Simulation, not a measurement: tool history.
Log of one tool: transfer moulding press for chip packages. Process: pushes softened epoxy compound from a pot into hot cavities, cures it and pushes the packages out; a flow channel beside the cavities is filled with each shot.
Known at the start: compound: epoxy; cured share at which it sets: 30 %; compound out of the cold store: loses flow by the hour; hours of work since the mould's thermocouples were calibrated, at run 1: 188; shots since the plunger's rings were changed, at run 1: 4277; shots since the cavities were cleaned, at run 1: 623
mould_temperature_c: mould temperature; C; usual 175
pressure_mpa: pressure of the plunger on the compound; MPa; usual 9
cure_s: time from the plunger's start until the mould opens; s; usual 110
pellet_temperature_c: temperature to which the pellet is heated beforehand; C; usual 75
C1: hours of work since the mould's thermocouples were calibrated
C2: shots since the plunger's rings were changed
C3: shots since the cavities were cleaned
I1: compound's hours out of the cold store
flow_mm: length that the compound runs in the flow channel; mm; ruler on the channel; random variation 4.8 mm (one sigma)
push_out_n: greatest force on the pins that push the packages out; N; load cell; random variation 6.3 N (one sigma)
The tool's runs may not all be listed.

{"run": 1, "hour": 0.0, "mould_temperature_c": 175, "pressure_mpa": 9, "cure_s": 110, "pellet_temperature_c": 75, "C1": 188, "C2": 4277, "C3": 623, "I1": 46.7, "flow_mm": 701, "push_out_n": 378}
{"run": 2, "hour": 18.7, "mould_temperature_c": 175, "pressure_mpa": 9, "cure_s": 110, "pellet_temperature_c": 75, "C1": 199, "C2": 4472, "C3": 818, "I1": 48, "flow_mm": 700, "push_out_n": 369}
{"run": 3, "hour": 34.7, "mould_temperature_c": 175, "pressure_mpa": 9, "cure_s": 110, "pellet_temperature_c": 66, "C1": 208, "C2": 4638, "C3": 984, "I1": 16.5, "flow_mm": 812, "push_out_n": 438}
{"hour": 42.3, "done": "cavities cleaned with cleaning compound and waxed"}
{"run": 4, "hour": 57.6, "mould_temperature_c": 175, "pressure_mpa": 9, "cure_s": 110, "pellet_temperature_c": 75, "C1": 221, "C2": 4860, "C3": 159, "I1": 33.7, "flow_mm": 740, "push_out_n": 307}
{"run": 5, "hour": 82.7, "mould_temperature_c": 175, "pressure_mpa": 9, "cure_s": 110, "pellet_temperature_c": 75, "C1": 237, "C2": 5122, "C3": 421, "I1": 11.2, "flow_mm": 830, "push_out_n": 361}
{"run": 6, "hour": 109.6, "mould_temperature_c": 182, "pressure_mpa": 9, "cure_s": 110, "pellet_temperature_c": 75, "C1": 253, "C2": 5400, "C3": 699, "I1": 19.7, "flow_mm": 770, "push_out_n": 290}
{"run": 7, "hour": 140.9, "mould_temperature_c": 174, "pressure_mpa": 9, "cure_s": 110, "pellet_temperature_c": 75, "C1": 272, "C2": 5727, "C3": 1026, "I1": 47.5, "flow_mm": 689, "push_out_n": 440}
{"hour": 147.1, "done": "cavities cleaned with cleaning compound and waxed"}
{"run": 8, "hour": 170.8, "mould_temperature_c": 175, "pressure_mpa": 9, "cure_s": 110, "pellet_temperature_c": 75, "C1": 289, "C2": 6022, "C3": 247, "I1": 23.6, "flow_mm": 764, "push_out_n": 324}
{"run": 9, "hour": 190.4, "mould_temperature_c": 175, "pressure_mpa": 9, "cure_s": 110, "pellet_temperature_c": 75, "C1": 301, "C2": 6225, "C3": 450, "I1": 33, "flow_mm": 726, "push_out_n": 358}
{"hour": 219.2, "done": "plunger's sealing rings changed"}
{"run": 10, "hour": 224.5, "mould_temperature_c": 175, "pressure_mpa": 9, "cure_s": 110, "pellet_temperature_c": 75, "C1": 320, "C2": 55, "C3": 779, "I1": 38.3, "flow_mm": 788, "push_out_n": 395}
{"run": 11, "hour": 243.4, "mould_temperature_c": 175, "pressure_mpa": 9, "cure_s": 110, "pellet_temperature_c": 75, "C1": 331, "C2": 251, "C3": 975, "I1": 32.6, "flow_mm": 800, "push_out_n": 419}
{"hour": 252.0, "done": "cavities cleaned with cleaning compound and waxed"}
{"run": 12, "hour": 273.1, "mould_temperature_c": 175, "pressure_mpa": 10.49, "cure_s": 110, "pellet_temperature_c": 75, "C1": 348, "C2": 544, "C3": 219, "I1": 35.4, "flow_mm": 863, "push_out_n": 311}
{"run": 13, "hour": 294.3, "mould_temperature_c": 175, "pressure_mpa": 10.49, "cure_s": 110, "pellet_temperature_c": 75, "C1": 361, "C2": 765, "C3": 440, "I1": 29.7, "flow_mm": 869, "push_out_n": 354}
{"run": 14, "hour": 325.0, "mould_temperature_c": 175, "pressure_mpa": 9, "cure_s": 110, "pellet_temperature_c": 75, "C1": 379, "C2": 1084, "C3": 759, "I1": 47, "flow_mm": 738, "push_out_n": 374}
{"run": 15, "hour": 340.0, "mould_temperature_c": 180, "pressure_mpa": 9.48, "cure_s": 118, "pellet_temperature_c": 68, "C1": 388, "C2": 1240, "C3": 915, "I1": 11, "flow_mm": 878, "push_out_n": 330}
{"hour": 354.0, "done": "cavities cleaned with cleaning compound and waxed"}
{"run": 16, "hour": 359.2, "mould_temperature_c": 167, "pressure_mpa": 9.76, "cure_s": 111, "pellet_temperature_c": 69, "C1": 399, "C2": 1424, "C3": 54, "I1": 20.5, "flow_mm": 908, "push_out_n": 500}
{"hour": 386.9, "done": "mould's thermocouples calibrated"}
{"run": 17, "hour": 389.8, "mould_temperature_c": 173, "pressure_mpa": 9.76, "cure_s": 97, "pellet_temperature_c": 69, "C1": 2, "C2": 1721, "C3": 351, "I1": 20.2, "flow_mm": 865, "push_out_n": 500}
{"run": 18, "hour": 422.5, "mould_temperature_c": 173, "pressure_mpa": 9.76, "cure_s": 97, "pellet_temperature_c": 69, "C1": 21, "C2": 2061, "C3": 691, "I1": 10.3, "flow_mm": 898, "push_out_n": 619}
{"run": 19, "hour": 438.5, "mould_temperature_c": 175, "pressure_mpa": 9, "cure_s": 105, "pellet_temperature_c": 75, "C1": 31, "C2": 2228, "C3": 858, "I1": 15.5, "flow_mm": 846, "push_out_n": 431}
{"hour": 458.5, "done": "cavities cleaned with cleaning compound and waxed"}
{"run": 20, "hour": 465.9, "mould_temperature_c": 175, "pressure_mpa": 9, "cure_s": 105, "pellet_temperature_c": 75, "C1": 47, "C2": 2497, "C3": 77, "I1": 25, "flow_mm": 799, "push_out_n": 301}
{"run": 21, "hour": 489.9, "mould_temperature_c": 175, "pressure_mpa": 7.69, "cure_s": 110, "pellet_temperature_c": 68, "C1": 61, "C2": 2746, "C3": 326, "I1": 40.1, "flow_mm": 684, "push_out_n": 311}
{"run": 22, "hour": 510.3, "mould_temperature_c": 175, "pressure_mpa": 9.88, "cure_s": 140, "pellet_temperature_c": 75, "C1": 73, "C2": 2958, "C3": 538, "I1": 18.6, "flow_mm": 862, "push_out_n": 288}
{"run": 23, "hour": 530.8, "mould_temperature_c": 172, "pressure_mpa": 7.62, "cure_s": 140, "pellet_temperature_c": 81, "C1": 86, "C2": 3172, "C3": 752, "I1": 13.4, "flow_mm": 782, "push_out_n": 331}
{"run": 24, "hour": 554.4, "mould_temperature_c": 172, "pressure_mpa": 7.62, "cure_s": 140, "pellet_temperature_c": 81, "C1": 100, "C2": 3417, "C3": 997, "I1": 22.1, "flow_mm": 744, "push_out_n": 340}
{"hour": 561.4, "done": "cavities cleaned with cleaning compound and waxed"}
{"run": 25, "hour": 579.3, "mould_temperature_c": 179, "pressure_mpa": 7.62, "cure_s": 140, "pellet_temperature_c": 85, "C1": 114, "C2": 3661, "C3": 187, "I1": 18.9, "flow_mm": 726, "push_out_n": 224}
{"run": 26, "hour": 594.1, "mould_temperature_c": 179, "pressure_mpa": 7.62, "cure_s": 140, "pellet_temperature_c": 85, "C1": 123, "C2": 3814, "C3": 340, "I1": 13.8, "flow_mm": 745, "push_out_n": 258}
{"run": 27, "hour": 617.1, "mould_temperature_c": 179, "pressure_mpa": 7.62, "cure_s": 140, "pellet_temperature_c": 83, "C1": 137, "C2": 4053, "C3": 579, "I1": 38.7, "flow_mm": 662, "push_out_n": 289}

Forecast each of these 4 alternatives for the next run:
{"run": "A", "hour": 641.7, "mould_temperature_c": 172, "pressure_mpa": 9.95, "cure_s": 110, "pellet_temperature_c": 66, "C1": 152, "C2": 4309, "C3": 835, "I1": 42.1, "flow_mm": "?", "push_out_n": "?"}
{"run": "B", "hour": 641.7, "mould_temperature_c": 179, "pressure_mpa": 7.06, "cure_s": 140, "pellet_temperature_c": 83, "C1": 152, "C2": 4309, "C3": 835, "I1": 10.2, "flow_mm": "?", "push_out_n": "?"}
{"run": "C", "hour": 641.7, "mould_temperature_c": 175, "pressure_mpa": 9, "cure_s": 110, "pellet_temperature_c": 82, "C1": 152, "C2": 4309, "C3": 835, "I1": 37.2, "flow_mm": "?", "push_out_n": "?"}
{"run": "D", "hour": 641.7, "mould_temperature_c": 168, "pressure_mpa": 7.62, "cure_s": 124, "pellet_temperature_c": 83, "C1": 152, "C2": 4309, "C3": 835, "I1": 32.7, "flow_mm": "?", "push_out_n": "?"}

run=A flow_mm=772 push_out_n=455
run=B flow_mm=729 push_out_n=299
run=C flow_mm=740 push_out_n=380
run=D flow_mm=704 push_out_n=452
Without the tool's hidden state the same runs would have given:
run=A flow_mm=824 push_out_n=290
run=B flow_mm=778 push_out_n=192
run=C flow_mm=790 push_out_n=246
run=D flow_mm=751 push_out_n=288
